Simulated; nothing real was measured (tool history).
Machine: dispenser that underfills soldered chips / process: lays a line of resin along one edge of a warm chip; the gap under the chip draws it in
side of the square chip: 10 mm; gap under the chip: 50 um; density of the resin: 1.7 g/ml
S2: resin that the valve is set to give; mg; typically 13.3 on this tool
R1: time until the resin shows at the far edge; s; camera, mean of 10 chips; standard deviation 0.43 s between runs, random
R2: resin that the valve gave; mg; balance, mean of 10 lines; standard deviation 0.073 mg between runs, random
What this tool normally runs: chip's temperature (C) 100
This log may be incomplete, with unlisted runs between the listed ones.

{"run": 1, "hour": 0.0, "chip's temperature (C)": 100, "S2": 13.3, "R1": 64.2, "R2": 12.88}
{"hour": 2.2, "done": "new syringe of resin"}
{"run": 2, "hour": 8.6, "chip's temperature (C)": 100, "S2": 14.9, "R1": 40.1, "R2": 14.35}
{"run": 3, "hour": 17.2, "chip's temperature (C)": 100, "S2": 13.8, "R1": 63.8, "R2": 13.31}
{"hour": 19.6, "done": "new syringe of resin"}
{"run": 4, "hour": 26.3, "chip's temperature (C)": 100, "S2": 15, "R1": 42.4, "R2": 14.33}
{"run": 5, "hour": 32.9, "chip's temperature (C)": 100, "S2": 13.3, "R1": 59.3, "R2": 12.72}
{"hour": 37.1, "done": "new syringe of resin"}
{"run": 6, "hour": 41.9, "chip's temperature (C)": 100, "S2": 13.3, "R1": 38.3, "R2": 12.78}
{"hour": 44.8, "done": "dispensing valve cleaned and set on the balance"}
{"run": 7, "hour": 53.1, "chip's temperature (C)": 100, "S2": 13.3, "R1": 63, "R2": 13.16}
{"hour": 55.8, "done": "new syringe of resin"}
{"run": 8, "hour": 63.3, "chip's temperature (C)": 100, "S2": 13.3, "R1": 44, "R2": 13.15}
{"run": 9, "hour": 71.6, "chip's temperature (C)": 100, "S2": 13.3, "R1": 67.4, "R2": 13.01}
{"hour": 73.4, "done": "new syringe of resin"}
{"run": 10, "hour": 84.2, "chip's temperature (C)": 110, "S2": 13.3, "R1": 33.9, "R2": 13.08}
{"hour": 91.4, "done": "new syringe of resin"}
{"run": 11, "hour": 93.0, "chip's temperature (C)": 110, "S2": 13.3, "R1": 21.8, "R2": 13.15}
{"run": 12, "hour": 99.9, "chip's temperature (C)": 110, "S2": 13.3, "R1": 30.8, "R2": 12.85}
{"run": 13, "hour": 107.4, "chip's temperature (C)": 110, "S2": 13.3, "R1": 44.2, "R2": 12.96}
{"hour": 109.0, "done": "new syringe of resin"}
{"run": 14, "hour": 116.6, "chip's temperature (C)": 110, "S2": 13.3, "R1": 30.1, "R2": 12.9}
{"hour": 126.1, "done": "new syringe of resin"}
{"run": 15, "hour": 128.3, "chip's temperature (C)": 87, "S2": 13.3, "R1": 54, "R2": 12.93}
{"run": 16, "hour": 140.6, "chip's temperature (C)": 87, "S2": 13.3, "R1": 103.2, "R2": 12.87}
{"hour": 143.5, "done": "new syringe of resin"}
{"run": 17, "hour": 149.6, "chip's temperature (C)": 111, "S2": 13.3, "R1": 26, "R2": 12.76}
{"run": 18, "hour": 156.0, "chip's temperature (C)": 111, "S2": 13.3, "R1": 36.5, "R2": 12.85}
{"hour": 161.4, "done": "new syringe of resin"}
{"run": 19, "hour": 166.9, "chip's temperature (C)": 95, "S2": 16.5, "R1": 45.8, "R2": 15.88}
{"run": 20, "hour": 176.5, "chip's temperature (C)": 95, "S2": 16.5, "R1": 76.4, "R2": 15.8}
{"hour": 178.5, "done": "new syringe of resin"}
{"run": 21, "hour": 182.0, "chip's temperature (C)": 88, "S2": 11.3, "R1": 59.6, "R2": 10.72}
{"hour": 189.6, "done": "dispensing valve cleaned and set on the balance"}
{"run": 22, "hour": 194.4, "chip's temperature (C)": 88, "S2": 11.3, "R1": 105, "R2": 11.27}
{"hour": 197.5, "done": "new syringe of resin"}
{"run": 23, "hour": 207.0, "chip's temperature (C)": 87, "S2": 11.5, "R1": 82, "R2": 11.47}
{"hour": 214.8, "done": "new syringe of resin"}
{"run": 24, "hour": 219.6, "chip's temperature (C)": 100, "S2": 16.6, "R1": 35.3, "R2": 16.47}
{"run": 25, "hour": 231.1, "chip's temperature (C)": 100, "S2": 16.6, "R1": 64.8, "R2": 16.52}
{"hour": 232.1, "done": "new syringe of resin"}
{"run": 26, "hour": 240.4, "chip's temperature (C)": 100, "S2": 16.6, "R1": 42.3, "R2": 16.41}
{"hour": 250.0, "done": "new syringe of resin"}
{"run": 27, "hour": 250.1, "chip's temperature (C)": 114, "S2": 15.8, "R1": 16.8, "R2": 15.35}
{"run": 28, "hour": 260.4, "chip's temperature (C)": 114, "S2": 15.8, "R1": 27.2, "R2": 15.46}
{"hour": 267.9, "done": "new syringe of resin"}
{"run": 29, "hour": 268.6, "chip's temperature (C)": 97, "S2": 14.5, "R1": 33.1, "R2": 14.11}
{"run": 30, "hour": 281.4, "chip's temperature (C)": 97, "S2": 14.5, "R1": 63.3, "R2": 14.09}
{"hour": 285.1, "done": "new syringe of resin"}
{"run": 31, "hour": 290.4, "chip's temperature (C)": 97, "S2": 14.5, "R1": 40.5, "R2": 13.96}
{"run": 32, "hour": 295.6, "chip's temperature (C)": 106, "S2": 11.6, "R1": 40.7, "R2": 11.28}
{"hour": 302.3, "done": "new syringe of resin"}
{"run": 33, "hour": 306.1, "chip's temperature (C)": 106, "S2": 11.6, "R1": 27.8, "R2": 11.22}
{"run": 34, "hour": 312.3, "chip's temperature (C)": 101, "S2": 16.8, "R1": 44, "R2": 16.12}
{"hour": 319.5, "done": "new syringe of resin"}
{"run": 35, "hour": 319.5, "chip's temperature (C)": 97, "S2": 14.5, "R1": 32, "R2": 13.69}

Each row is a separate what-if for the run after 35, all from the same tool condition, not one after another. Results?
{"run": "A", "hour": 331.3, "chip's temperature (C)": 100, "S2": 15.3, "R1": "?", "R2": "?"}
{"run": "B", "hour": 331.3, "chip's temperature (C)": 91, "S2": 14.5, "R1": "?", "R2": "?"}
{"run": "C", "hour": 331.3, "chip's temperature (C)": 100, "S2": 12.3, "R1": "?", "R2": "?"}
{"run": "D", "hour": 331.3, "chip's temperature (C)": 87, "S2": 16.2, "R1": "?", "R2": "?"}
{"run": "E", "hour": 331.3, "chip's temperature (C)": 97, "S2": 12.4, "R1": "?", "R2": "?"}

run=A R1=52.9 R2=14.62
run=B R1=73.6 R2=13.68
run=C R1=52.8 R2=11.81
run=D R1=85 R2=15.47
run=E R1=59.7 R2=11.79
Stripped of hidden state, with their random variation kept, the same runs would have yielded:
run=A R1=31.4 R2=15.33
run=B R1=44 R2=14.34
run=C R1=31.1 R2=12.37
run=D R1=51 R2=16.22
run=E R1=35.2 R2=12.36
